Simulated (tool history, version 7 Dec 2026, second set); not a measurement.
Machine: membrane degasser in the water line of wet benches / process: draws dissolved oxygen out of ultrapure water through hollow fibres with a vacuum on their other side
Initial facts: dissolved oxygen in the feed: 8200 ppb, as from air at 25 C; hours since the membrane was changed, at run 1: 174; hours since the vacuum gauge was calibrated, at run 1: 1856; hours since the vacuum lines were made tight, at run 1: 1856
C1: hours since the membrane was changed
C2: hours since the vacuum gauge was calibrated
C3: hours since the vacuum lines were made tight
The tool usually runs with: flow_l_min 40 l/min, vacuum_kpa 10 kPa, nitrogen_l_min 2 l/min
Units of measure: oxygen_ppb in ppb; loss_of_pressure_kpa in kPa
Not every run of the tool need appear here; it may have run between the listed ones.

{"run": 1, "hour": 0.0, "flow_l_min": 40, "vacuum_kpa": 10, "nitrogen_l_min": 2, "C1": 174, "C2": 1856, "C3": 1856, "oxygen_ppb": 337.8, "loss_of_pressure_kpa": 68.54}
{"run": 2, "hour": 23.0, "flow_l_min": 40, "vacuum_kpa": 10, "nitrogen_l_min": 2, "C1": 197, "C2": 1879, "C3": 1879, "oxygen_ppb": 333.1, "loss_of_pressure_kpa": 68.7}
{"run": 3, "hour": 65.3, "flow_l_min": 40, "vacuum_kpa": 10, "nitrogen_l_min": 5.21, "C1": 239, "C2": 1921, "C3": 1921, "oxygen_ppb": 170, "loss_of_pressure_kpa": 68.58}
{"run": 4, "hour": 95.7, "flow_l_min": 57, "vacuum_kpa": 10, "nitrogen_l_min": 2, "C1": 270, "C2": 1952, "C3": 1952, "oxygen_ppb": 532.8, "loss_of_pressure_kpa": 98.39}
{"run": 5, "hour": 139.4, "flow_l_min": 57, "vacuum_kpa": 10, "nitrogen_l_min": 2, "C1": 313, "C2": 1996, "C3": 1996, "oxygen_ppb": 530.2, "loss_of_pressure_kpa": 98.43}
{"run": 6, "hour": 178.5, "flow_l_min": 40, "vacuum_kpa": 10, "nitrogen_l_min": 2.72, "C1": 353, "C2": 2035, "C3": 2035, "oxygen_ppb": 268.1, "loss_of_pressure_kpa": 68.64}
{"run": 7, "hour": 219.3, "flow_l_min": 40, "vacuum_kpa": 10, "nitrogen_l_min": 2.72, "C1": 393, "C2": 2076, "C3": 2076, "oxygen_ppb": 270.8, "loss_of_pressure_kpa": 69.04}
{"run": 8, "hour": 269.2, "flow_l_min": 40, "vacuum_kpa": 10, "nitrogen_l_min": 2.72, "C1": 443, "C2": 2125, "C3": 2125, "oxygen_ppb": 268.9, "loss_of_pressure_kpa": 68.77}
{"run": 9, "hour": 306.5, "flow_l_min": 40, "vacuum_kpa": 15.5, "nitrogen_l_min": 2, "C1": 481, "C2": 2163, "C3": 2163, "oxygen_ppb": 565.4, "loss_of_pressure_kpa": 68.97}
{"run": 10, "hour": 358.3, "flow_l_min": 40, "vacuum_kpa": 10, "nitrogen_l_min": 2, "C1": 532, "C2": 2214, "C3": 2214, "oxygen_ppb": 338.3, "loss_of_pressure_kpa": 68.79}
{"run": 11, "hour": 404.8, "flow_l_min": 40, "vacuum_kpa": 24.6, "nitrogen_l_min": 2, "C1": 579, "C2": 2261, "C3": 2261, "oxygen_ppb": 918.2, "loss_of_pressure_kpa": 69.14}
{"run": 12, "hour": 450.7, "flow_l_min": 40, "vacuum_kpa": 24.6, "nitrogen_l_min": 2, "C1": 625, "C2": 2307, "C3": 2307, "oxygen_ppb": 910.4, "loss_of_pressure_kpa": 68.97}
{"run": 13, "hour": 474.3, "flow_l_min": 40, "vacuum_kpa": 10, "nitrogen_l_min": 2, "C1": 648, "C2": 2330, "C3": 2330, "oxygen_ppb": 342.3, "loss_of_pressure_kpa": 68.91}
{"run": 14, "hour": 509.4, "flow_l_min": 36, "vacuum_kpa": 10, "nitrogen_l_min": 2, "C1": 683, "C2": 2366, "C3": 2366, "oxygen_ppb": 296.5, "loss_of_pressure_kpa": 61.51}
{"run": 15, "hour": 536.5, "flow_l_min": 32, "vacuum_kpa": 22.1, "nitrogen_l_min": 2.48, "C1": 711, "C2": 2393, "C3": 2393, "oxygen_ppb": 555.2, "loss_of_pressure_kpa": 54.97}
{"run": 16, "hour": 562.3, "flow_l_min": 40, "vacuum_kpa": 10, "nitrogen_l_min": 3.08, "C1": 736, "C2": 2419, "C3": 2419, "oxygen_ppb": 243.4, "loss_of_pressure_kpa": 68.78}
{"run": 17, "hour": 612.8, "flow_l_min": 34, "vacuum_kpa": 10, "nitrogen_l_min": 5.34, "C1": 787, "C2": 2469, "C3": 2469, "oxygen_ppb": 125.4, "loss_of_pressure_kpa": 58.73}
{"run": 18, "hour": 650.4, "flow_l_min": 43, "vacuum_kpa": 18.8, "nitrogen_l_min": 5.11, "C1": 824, "C2": 2507, "C3": 2507, "oxygen_ppb": 358.4, "loss_of_pressure_kpa": 74.02}
{"run": 19, "hour": 675.6, "flow_l_min": 43, "vacuum_kpa": 18.8, "nitrogen_l_min": 5.11, "C1": 850, "C2": 2532, "C3": 2532, "oxygen_ppb": 355.1, "loss_of_pressure_kpa": 73.91}
{"run": 20, "hour": 710.4, "flow_l_min": 33, "vacuum_kpa": 22.3, "nitrogen_l_min": 3.71, "C1": 884, "C2": 2567, "C3": 2567, "oxygen_ppb": 411.3, "loss_of_pressure_kpa": 56.79}
{"run": 21, "hour": 732.8, "flow_l_min": 33, "vacuum_kpa": 22.3, "nitrogen_l_min": 3.71, "C1": 907, "C2": 2589, "C3": 2589, "oxygen_ppb": 404.1, "loss_of_pressure_kpa": 57.09}
{"run": 22, "hour": 785.3, "flow_l_min": 33, "vacuum_kpa": 16.6, "nitrogen_l_min": 3.45, "C1": 959, "C2": 2642, "C3": 2642, "oxygen_ppb": 316.6, "loss_of_pressure_kpa": 57.41}
{"run": 23, "hour": 828.0, "flow_l_min": 33, "vacuum_kpa": 16.6, "nitrogen_l_min": 3.45, "C1": 1002, "C2": 2684, "C3": 2684, "oxygen_ppb": 315.5, "loss_of_pressure_kpa": 57.1}
{"run": 24, "hour": 859.4, "flow_l_min": 40, "vacuum_kpa": 10, "nitrogen_l_min": 5.41, "C1": 1033, "C2": 2716, "C3": 2716, "oxygen_ppb": 162.4, "loss_of_pressure_kpa": 69.12}
{"run": 25, "hour": 888.0, "flow_l_min": 40, "vacuum_kpa": 8.7, "nitrogen_l_min": 1.43, "C1": 1062, "C2": 2744, "C3": 2744, "oxygen_ppb": 374, "loss_of_pressure_kpa": 69.06}
{"run": 26, "hour": 936.1, "flow_l_min": 40, "vacuum_kpa": 13.3, "nitrogen_l_min": 0.82, "C1": 1110, "C2": 2792, "C3": 2792, "oxygen_ppb": 903.9, "loss_of_pressure_kpa": 68.88}

Measured minus without-hidden-state, run by run (identical run-to-run variation in each term; gauge scatter may differ):
Hidden state present: membrane still open, %; true pressure behind the membrane over the reading, kPa; air that leaks in behind the membrane, l/min; drift of the gauge itself on oxygen_ppb, %; drift of the gauge itself on loss_of_pressure_kpa, %.
run=1 oxygen_ppb=+2.6 loss_of_pressure_kpa=+0.05
run=2 oxygen_ppb=+2.5 loss_of_pressure_kpa=+0.06
run=3 oxygen_ppb=+1.4 loss_of_pressure_kpa=+0.07
run=4 oxygen_ppb=+3.5 loss_of_pressure_kpa=+0.1
run=5 oxygen_ppb=+3.7 loss_of_pressure_kpa=+0.12
run=6 oxygen_ppb=+2.5 loss_of_pressure_kpa=+0.09
run=7 oxygen_ppb=+2.5 loss_of_pressure_kpa=+0.11
run=8 oxygen_ppb=+2.7 loss_of_pressure_kpa=+0.12
run=9 oxygen_ppb=+3.6 loss_of_pressure_kpa=+0.12
run=10 oxygen_ppb=+3.5 loss_of_pressure_kpa=+0.14
run=11 oxygen_ppb=+4.4 loss_of_pressure_kpa=+0.15
run=12 oxygen_ppb=+4.5 loss_of_pressure_kpa=+0.16
run=13 oxygen_ppb=+3.7 loss_of_pressure_kpa=+0.17
run=14 oxygen_ppb=+3.4 loss_of_pressure_kpa=+0.16
run=15 oxygen_ppb=+3.7 loss_of_pressure_kpa=+0.15
run=16 oxygen_ppb=+3 loss_of_pressure_kpa=+0.19
run=17 oxygen_ppb=+1.8 loss_of_pressure_kpa=+0.18
run=18 oxygen_ppb=+3 loss_of_pressure_kpa=+0.23
run=19 oxygen_ppb=+3 loss_of_pressure_kpa=+0.24
run=20 oxygen_ppb=+3.3 loss_of_pressure_kpa=+0.19
run=21 oxygen_ppb=+3.3 loss_of_pressure_kpa=+0.2
run=22 oxygen_ppb=+3.1 loss_of_pressure_kpa=+0.21
run=23 oxygen_ppb=+3.1 loss_of_pressure_kpa=+0.21
run=24 oxygen_ppb=+2.5 loss_of_pressure_kpa=+0.27
run=25 oxygen_ppb=+5.8 loss_of_pressure_kpa=+0.28
run=26 oxygen_ppb=+6.8 loss_of_pressure_kpa=+0.29

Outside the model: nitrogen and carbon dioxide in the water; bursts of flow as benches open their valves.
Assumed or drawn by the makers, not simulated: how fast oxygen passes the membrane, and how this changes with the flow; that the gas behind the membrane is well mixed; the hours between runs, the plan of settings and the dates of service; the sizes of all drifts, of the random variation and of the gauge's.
